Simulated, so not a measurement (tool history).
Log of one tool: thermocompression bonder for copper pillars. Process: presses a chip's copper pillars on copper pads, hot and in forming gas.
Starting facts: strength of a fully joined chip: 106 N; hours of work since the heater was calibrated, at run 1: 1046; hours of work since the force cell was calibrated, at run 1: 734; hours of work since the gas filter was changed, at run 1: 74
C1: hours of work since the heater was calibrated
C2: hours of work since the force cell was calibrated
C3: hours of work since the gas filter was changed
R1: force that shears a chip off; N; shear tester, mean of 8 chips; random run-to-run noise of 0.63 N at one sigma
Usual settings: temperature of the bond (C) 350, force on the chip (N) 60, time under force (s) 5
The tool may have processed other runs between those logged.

{"run": 1, "hour": 0.0, "temperature of the bond (C)": 350, "force on the chip (N)": 60, "time under force (s)": 5, "C1": 1046, "C2": 734, "C3": 74, "R1": 46.0}
{"run": 2, "hour": 29.6, "temperature of the bond (C)": 350, "force on the chip (N)": 60, "time under force (s)": 5, "C1": 1068, "C2": 756, "C3": 96, "R1": 45.5}
{"hour": 55.3, "done": "heater calibrated with a thermocouple chip"}
{"run": 3, "hour": 78.3, "temperature of the bond (C)": 350, "force on the chip (N)": 60, "time under force (s)": 5, "C1": 17, "C2": 790, "C3": 130, "R1": 50.3}
{"run": 4, "hour": 116.7, "temperature of the bond (C)": 350, "force on the chip (N)": 60, "time under force (s)": 5, "C1": 45, "C2": 818, "C3": 159, "R1": 49.0}
{"run": 5, "hour": 146.1, "temperature of the bond (C)": 350, "force on the chip (N)": 60, "time under force (s)": 5, "C1": 67, "C2": 840, "C3": 180, "R1": 50.0}
{"run": 6, "hour": 186.5, "temperature of the bond (C)": 350, "force on the chip (N)": 60, "time under force (s)": 5, "C1": 96, "C2": 869, "C3": 210, "R1": 48.6}
{"hour": 217.6, "done": "forming gas filter changed"}
{"run": 7, "hour": 234.1, "temperature of the bond (C)": 337, "force on the chip (N)": 60, "time under force (s)": 5, "C1": 131, "C2": 904, "C3": 12, "R1": 43.6}
{"run": 8, "hour": 286.1, "temperature of the bond (C)": 379, "force on the chip (N)": 60, "time under force (s)": 5, "C1": 169, "C2": 942, "C3": 50, "R1": 61.8}
{"run": 9, "hour": 313.9, "temperature of the bond (C)": 379, "force on the chip (N)": 60, "time under force (s)": 5, "C1": 190, "C2": 963, "C3": 71, "R1": 62.2}
{"run": 10, "hour": 358.6, "temperature of the bond (C)": 364, "force on the chip (N)": 60, "time under force (s)": 5, "C1": 223, "C2": 995, "C3": 104, "R1": 55.5}
{"run": 11, "hour": 386.0, "temperature of the bond (C)": 364, "force on the chip (N)": 60, "time under force (s)": 5, "C1": 243, "C2": 1015, "C3": 124, "R1": 55.7}
{"run": 12, "hour": 411.2, "temperature of the bond (C)": 364, "force on the chip (N)": 60, "time under force (s)": 5, "C1": 261, "C2": 1034, "C3": 142, "R1": 55.4}
{"run": 13, "hour": 462.9, "temperature of the bond (C)": 364, "force on the chip (N)": 60, "time under force (s)": 5, "C1": 299, "C2": 1072, "C3": 180, "R1": 56.2}
{"run": 14, "hour": 493.1, "temperature of the bond (C)": 364, "force on the chip (N)": 60, "time under force (s)": 5, "C1": 321, "C2": 1094, "C3": 202, "R1": 54.6}
{"hour": 533.6, "done": "forming gas filter changed"}
{"run": 15, "hour": 547.9, "temperature of the bond (C)": 364, "force on the chip (N)": 60, "time under force (s)": 5, "C1": 361, "C2": 1134, "C3": 11, "R1": 55.1}
{"run": 16, "hour": 588.1, "temperature of the bond (C)": 347, "force on the chip (N)": 60, "time under force (s)": 4, "C1": 391, "C2": 1164, "C3": 40, "R1": 43.9}
{"run": 17, "hour": 630.5, "temperature of the bond (C)": 347, "force on the chip (N)": 60, "time under force (s)": 4, "C1": 422, "C2": 1195, "C3": 71, "R1": 44.2}
{"run": 18, "hour": 653.2, "temperature of the bond (C)": 358, "force on the chip (N)": 63, "time under force (s)": 3, "C1": 439, "C2": 1211, "C3": 88, "R1": 45.7}
{"run": 19, "hour": 704.4, "temperature of the bond (C)": 358, "force on the chip (N)": 63, "time under force (s)": 3, "C1": 476, "C2": 1249, "C3": 126, "R1": 44.9}
{"hour": 710.8, "done": "force cell calibrated"}
{"run": 20, "hour": 735.1, "temperature of the bond (C)": 358, "force on the chip (N)": 63, "time under force (s)": 3, "C1": 498, "C2": 18, "C3": 147, "R1": 46.4}
{"run": 21, "hour": 757.9, "temperature of the bond (C)": 358, "force on the chip (N)": 48, "time under force (s)": 3, "C1": 514, "C2": 35, "C3": 164, "R1": 35.9}
{"run": 22, "hour": 785.2, "temperature of the bond (C)": 352, "force on the chip (N)": 68, "time under force (s)": 6, "C1": 534, "C2": 55, "C3": 184, "R1": 59.9}
{"run": 23, "hour": 836.3, "temperature of the bond (C)": 373, "force on the chip (N)": 44, "time under force (s)": 3, "C1": 572, "C2": 92, "C3": 221, "R1": 37.8}
{"hour": 850.6, "done": "forming gas filter changed"}
{"run": 24, "hour": 889.3, "temperature of the bond (C)": 350, "force on the chip (N)": 60, "time under force (s)": 7, "C1": 611, "C2": 131, "C3": 28, "R1": 56.0}
{"run": 25, "hour": 939.1, "temperature of the bond (C)": 357, "force on the chip (N)": 60, "time under force (s)": 3, "C1": 647, "C2": 167, "C3": 65, "R1": 43.5}
{"hour": 968.3, "done": "force cell calibrated, once more"}
{"run": 26, "hour": 984.8, "temperature of the bond (C)": 350, "force on the chip (N)": 38, "time under force (s)": 5, "C1": 680, "C2": 12, "C3": 97, "R1": 29.0}
{"run": 27, "hour": 1039.7, "temperature of the bond (C)": 350, "force on the chip (N)": 47, "time under force (s)": 10, "C1": 720, "C2": 52, "C3": 138, "R1": 46.3}

Pick out some run-to-run changes in R1. Of each, how much would a tool without hidden state show as well, from the settings, what came in and chance, and how much is left for the hidden state and any gauge scatter not in both results compared?
The hidden state here: true temperature of the bond over the reading, C; force that reaches the chip, % of what is set; oxide that the forming gas leaves, % of the face; drift of the gauge itself on shear_n, %.
Run 2 -> 3: heater calibrated with a thermocouple chip. R1 +4.8 N: hidden state +4.2, all else +0.6.
Run 21 -> 22: temperature of the bond (C) 358 -> 352, force on the chip (N) 48 -> 68, time under force (s) 3 -> 6. R1 +24.0 N: hidden state -0.5, all else +24.5.
Run 22 -> 23: temperature of the bond (C) 352 -> 373, force on the chip (N) 68 -> 44, time under force (s) 6 -> 3. R1 -22.1 N: hidden state +0.2, all else -22.3.
Run 25 -> 26: temperature of the bond (C) 357 -> 350, force on the chip (N) 60 -> 38, time under force (s) 3 -> 5, force cell calibrated, once more. R1 -14.5 N: hidden state -3.0, all else -11.5.
